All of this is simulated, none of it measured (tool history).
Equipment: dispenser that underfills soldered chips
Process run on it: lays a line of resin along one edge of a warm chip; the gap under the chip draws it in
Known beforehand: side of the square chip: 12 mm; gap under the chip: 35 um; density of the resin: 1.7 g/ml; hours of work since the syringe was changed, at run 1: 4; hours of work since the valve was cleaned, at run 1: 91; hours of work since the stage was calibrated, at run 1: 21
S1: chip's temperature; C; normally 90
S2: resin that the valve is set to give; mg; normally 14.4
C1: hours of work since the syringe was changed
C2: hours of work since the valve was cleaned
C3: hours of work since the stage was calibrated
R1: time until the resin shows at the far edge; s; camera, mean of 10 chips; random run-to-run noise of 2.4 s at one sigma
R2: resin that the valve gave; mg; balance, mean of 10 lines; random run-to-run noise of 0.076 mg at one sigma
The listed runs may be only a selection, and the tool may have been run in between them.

run   hour   S1    S2  C1   C2   C3     R1     R2
  1      0   90  14.4   4   91   21  320.5  13.31
  2    3.7   95  14.4   7   94   24    311  13.12
       6.4  -- new syringe of resin
  3    6.4   95  14.4   0   96   26  200.8  13.15
  4   11.5   90  14.4   3   99   29  301.7   13.2
  5   16.8   90  14.4   7  103   33  384.8   13.1
      19.3  -- new syringe of resin
  6   20.7   90  14.4   1  105   35  253.5  12.99
  7   26.4   90  14.4   5  109   39  331.2  12.94
  8   30.2   90  13.4   7  112   42    391  12.02
      32.2  -- new syringe of resin
      34.8  -- dispensing valve cleaned and set on the balance
  9   37.1  103  13.4   3    2   45  176.7  13.25
 10     42  103  13.4   6    5   49  215.3  13.23
      46.2  -- new syringe of resin
 11   46.6   94  13.4   0    8   52    215  13.37
 12   52.3   90  14.4   4   12   55  307.4  14.26
 13   57.7   81  14.4   8   15   59  559.2   14.1
      59.3  -- new syringe of resin
 14   62.9   90  14.4   2   19   62  283.2  13.97
 15   68.4   90  14.4   6   22   66  355.8  14.04
      72.2  -- new syringe of resin
 16   73.6   90  14.4   1   26   69  259.8     14
 17   78.5   90  14.4   4   29   73    313  14.04
 18   84.3   90  14.4   8   33   77  400.2  13.99
      85.1  -- new syringe of resin
 19     89   90  14.4   3   36   80  281.9  13.76
 20   92.5   92  12.8   5   38   82  309.1  12.48
 21   96.9  101  15.4   8   41   85  258.7  14.75
      98.3  -- new syringe of resin
 22  100.3   83  12.4   1   43   87  349.8  11.87
 23  106.1   83  12.4   5   47   91  442.4  11.97
 24  109.7   92  16.8   8   50   93  349.5  16.15
     111.4  -- new syringe of resin
 25    113   97  14.1   1   52   96  199.7  13.42
 26    116   97  14.1   3   54   97  223.9  13.44
 27  120.5   97  14.1   6   57  101  271.6  13.36
     124.6  -- new syringe of resin
 28  125.3   97  14.1   0   60  104  189.9  13.33
 29  128.2   80  18.6   2   62  106  401.7  17.41
 30  132.2   83  13.6   5   65  108  428.2  12.75
     137.6  -- new syringe of resin
 31  137.9   84  16.8   0   68  112  302.3  15.71
 32    141   93  17.3   2   70  114  241.6  16.18
 33  145.5   93  17.3   5   73  117  290.6  15.95
 34    149   78    18   8   76  119  603.5  16.56
     150.8  -- new syringe of resin
 35  154.6   89  12.5   3   79  123  288.6  11.57
 36  158.9   89  12.5   6   82  126  346.3   11.6
 37  162.1  103  14.7   8   84  128  229.4  13.54

Hidden state or all else? Some run-to-run changes of R1, split into what the settings, what came in and random variation would give without the hidden state, and what is left for the hidden state (with any gauge scatter that isn't in both results):
The tool's hidden condition here consists of: resin's viscosity, % of fresh resin's; dose that the valve gives, % of what is set; true chip temperature over the reading, C; drift of the gauge itself on fill_s, %; drift of the gauge itself on given_mg, %.
Run 12 -> 13: S1 90 -> 81. R1 +251.8 s: hidden state +142.4, all else +109.4.
Run 13 -> 14: S1 81 -> 90, new syringe of resin. R1 -276 s: hidden state -171.5, all else -104.5.
Run 33 -> 34: S1 93 -> 78, S2 17.3 -> 18. R1 +312.9 s: hidden state +140.5, all else +172.4.
Run 34 -> 35: S1 78 -> 89, S2 18 -> 12.5, new syringe of resin. R1 -314.9 s: hidden state -181.9, all else -133.

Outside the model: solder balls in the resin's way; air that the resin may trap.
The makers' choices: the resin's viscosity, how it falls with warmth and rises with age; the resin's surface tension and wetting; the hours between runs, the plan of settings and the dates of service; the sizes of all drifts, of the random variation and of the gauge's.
